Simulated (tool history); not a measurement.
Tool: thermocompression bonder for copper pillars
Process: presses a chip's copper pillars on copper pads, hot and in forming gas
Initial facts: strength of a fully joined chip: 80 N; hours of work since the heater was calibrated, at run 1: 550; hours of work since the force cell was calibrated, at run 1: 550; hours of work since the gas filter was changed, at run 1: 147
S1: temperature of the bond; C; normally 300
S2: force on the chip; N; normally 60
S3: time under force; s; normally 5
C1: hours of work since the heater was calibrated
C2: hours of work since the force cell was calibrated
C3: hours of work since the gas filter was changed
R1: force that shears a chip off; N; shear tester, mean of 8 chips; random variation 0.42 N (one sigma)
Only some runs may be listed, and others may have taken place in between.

run,hour,S1,S2,S3,C1,C2,C3,R1
1,0.0,300,60,5,550,550,147,60.3
2,58.0,300,60,5,579,579,177,60.5
3,94.9,300,60,5,598,598,195,59.5
4,156.4,300,37,5,629,629,226,50.0
5,211.6,300,37,5,657,657,254,50.3
# hour 243.9: forming gas filter changed
6,246.0,300,60,5,674,674,1,61.8
7,285.3,300,60,5,694,694,21,60.9
8,330.1,300,60,5,716,716,44,61.0
9,357.2,300,54,5,730,730,57,58.8
# hour 375.4: heater calibrated with a thermocouple chip
# hour 418.5: force cell calibrated
10,418.5,280,54,5,21,0,86,47.1
11,455.4,300,60,5,40,19,105,58.6
12,502.3,300,60,5,63,42,129,58.9
13,561.0,306,60,5,93,72,158,61.5
14,609.7,300,39,3,118,97,183,43.1
15,662.5,300,39,3,144,123,210,42.6
16,709.5,300,39,3,168,147,233,42.5
17,738.8,300,39,3,183,162,248,42.3
# hour 783.5: forming gas filter changed
18,788.8,279,60,5,208,187,3,49.8
19,831.2,285,60,5,229,208,24,52.6
20,882.7,281,70,5,255,234,50,54.4
21,922.4,329,60,5,275,254,70,71.0
22,955.8,328,77,5,292,271,87,72.9
23,1010.9,326,58,6,320,299,115,71.0
24,1067.2,317,56,6,348,327,143,66.9
25,1127.5,282,79,3,379,358,174,49.2

Hidden state or all else? Some run-to-run changes of R1, split into what the settings, what came in and random variation would give without the hidden state, and what is left for the hidden state (with any gauge scatter that isn't in both results):
Hidden conditions of the tool in this case: true temperature of the bond over the reading, C; force that reaches the chip, % of what is set; oxide that the forming gas leaves, % of the face; drift of the gauge itself on shear_n, %.
Run 9 -> 10: S1 300 -> 280, heater calibrated with a thermocouple chip, force cell calibrated. R1 -11.7 N: hidden state -2.0, all else -9.7.
Run 13 -> 14: S1 306 -> 300, S2 60 -> 39, S3 5 -> 3. R1 -18.4 N: hidden state +0.4, all else -18.8.
Run 17 -> 18: S1 300 -> 279, S2 39 -> 60, S3 3 -> 5, forming gas filter changed. R1 +7.5 N: hidden state +1.7, all else +5.8.
Run 24 -> 25: S1 317 -> 282, S2 56 -> 79, S3 6 -> 3. R1 -17.7 N: hidden state +0.8, all else -18.5.
